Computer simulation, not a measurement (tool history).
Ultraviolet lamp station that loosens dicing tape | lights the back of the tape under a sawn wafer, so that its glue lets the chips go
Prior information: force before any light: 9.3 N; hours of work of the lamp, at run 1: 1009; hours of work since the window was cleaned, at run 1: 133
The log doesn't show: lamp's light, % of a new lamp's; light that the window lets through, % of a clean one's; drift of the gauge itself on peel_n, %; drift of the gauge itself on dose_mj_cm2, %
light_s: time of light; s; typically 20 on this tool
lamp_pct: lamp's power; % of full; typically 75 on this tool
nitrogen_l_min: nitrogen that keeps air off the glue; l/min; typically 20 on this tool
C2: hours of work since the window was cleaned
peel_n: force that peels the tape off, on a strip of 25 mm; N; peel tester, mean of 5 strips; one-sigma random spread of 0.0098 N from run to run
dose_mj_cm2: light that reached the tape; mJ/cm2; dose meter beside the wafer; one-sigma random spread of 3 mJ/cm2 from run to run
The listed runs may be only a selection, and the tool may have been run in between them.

{"run": 1, "hour": 0.0, "light_s": 20, "lamp_pct": 75, "nitrogen_l_min": 20, "hours of work of the lamp": 1009, "C2": 133, "peel_n": 0.823, "dose_mj_cm2": 324}
{"run": 2, "hour": 66.2, "light_s": 20, "lamp_pct": 75, "nitrogen_l_min": 20, "hours of work of the lamp": 1044, "C2": 168, "peel_n": 0.839, "dose_mj_cm2": 313}
{"run": 3, "hour": 105.5, "light_s": 20, "lamp_pct": 75, "nitrogen_l_min": 20, "hours of work of the lamp": 1064, "C2": 189, "peel_n": 0.886, "dose_mj_cm2": 309}
{"run": 4, "hour": 136.0, "light_s": 20, "lamp_pct": 75, "nitrogen_l_min": 20, "hours of work of the lamp": 1081, "C2": 205, "peel_n": 0.887, "dose_mj_cm2": 302}
{"run": 5, "hour": 199.9, "light_s": 20, "lamp_pct": 75, "nitrogen_l_min": 20, "hours of work of the lamp": 1114, "C2": 239, "peel_n": 0.913, "dose_mj_cm2": 302}
{"hour": 205.7, "done": "window cleaned of glue's vapour"}
{"run": 6, "hour": 249.4, "light_s": 25, "lamp_pct": 75, "nitrogen_l_min": 20, "hours of work of the lamp": 1140, "C2": 23, "peel_n": 0.636, "dose_mj_cm2": 364}
{"run": 7, "hour": 304.0, "light_s": 20, "lamp_pct": 64, "nitrogen_l_min": 20, "hours of work of the lamp": 1169, "C2": 52, "peel_n": 1.346, "dose_mj_cm2": 242}
{"run": 8, "hour": 360.6, "light_s": 37, "lamp_pct": 61, "nitrogen_l_min": 34, "hours of work of the lamp": 1199, "C2": 82, "peel_n": 0.32, "dose_mj_cm2": 419}
{"run": 9, "hour": 427.6, "light_s": 37, "lamp_pct": 61, "nitrogen_l_min": 34, "hours of work of the lamp": 1234, "C2": 117, "peel_n": 0.334, "dose_mj_cm2": 407}
{"run": 10, "hour": 480.9, "light_s": 27, "lamp_pct": 61, "nitrogen_l_min": 39, "hours of work of the lamp": 1263, "C2": 145, "peel_n": 0.609, "dose_mj_cm2": 293}
{"hour": 506.8, "done": "window cleaned of glue's vapour, once more"}
{"run": 11, "hour": 522.7, "light_s": 20, "lamp_pct": 80, "nitrogen_l_min": 20, "hours of work of the lamp": 1284, "C2": 8, "peel_n": 0.818, "dose_mj_cm2": 324}
{"run": 12, "hour": 566.8, "light_s": 20, "lamp_pct": 80, "nitrogen_l_min": 20, "hours of work of the lamp": 1308, "C2": 32, "peel_n": 0.859, "dose_mj_cm2": 310}
{"run": 13, "hour": 600.4, "light_s": 33, "lamp_pct": 75, "nitrogen_l_min": 7, "hours of work of the lamp": 1325, "C2": 49, "peel_n": 0.926, "dose_mj_cm2": 475}

5 options for the next run, each taken on its own from the tool as it stands now. Forecast them:
{"run": "A", "hour": 629.7, "light_s": 18, "lamp_pct": 72, "nitrogen_l_min": 37, "hours of work of the lamp": 1341, "C2": 65, "peel_n": "?", "dose_mj_cm2": "?"}
{"run": "B", "hour": 629.7, "light_s": 34, "lamp_pct": 98, "nitrogen_l_min": 7, "hours of work of the lamp": 1341, "C2": 65, "peel_n": "?", "dose_mj_cm2": "?"}
{"run": "C", "hour": 629.7, "light_s": 12, "lamp_pct": 86, "nitrogen_l_min": 13, "hours of work of the lamp": 1341, "C2": 65, "peel_n": "?", "dose_mj_cm2": "?"}
{"run": "D", "hour": 629.7, "light_s": 17, "lamp_pct": 60, "nitrogen_l_min": 6, "hours of work of the lamp": 1341, "C2": 65, "peel_n": "?", "dose_mj_cm2": "?"}
{"run": "E", "hour": 629.7, "light_s": 23, "lamp_pct": 75, "nitrogen_l_min": 7, "hours of work of the lamp": 1341, "C2": 65, "peel_n": "?", "dose_mj_cm2": "?"}

run=A peel_n=0.877 dose_mj_cm2=251
run=B peel_n=0.499 dose_mj_cm2=635
run=C peel_n=2.487 dose_mj_cm2=196
run=D peel_n=3.51 dose_mj_cm2=198
run=E peel_n=1.766 dose_mj_cm2=330
With no hidden state in the tool, these same runs would have given:
run=A peel_n=0.365 dose_mj_cm2=385
run=B peel_n=0.253 dose_mj_cm2=978
run=C peel_n=1.278 dose_mj_cm2=304
run=D peel_n=2.136 dose_mj_cm2=303
run=E peel_n=0.802 dose_mj_cm2=507
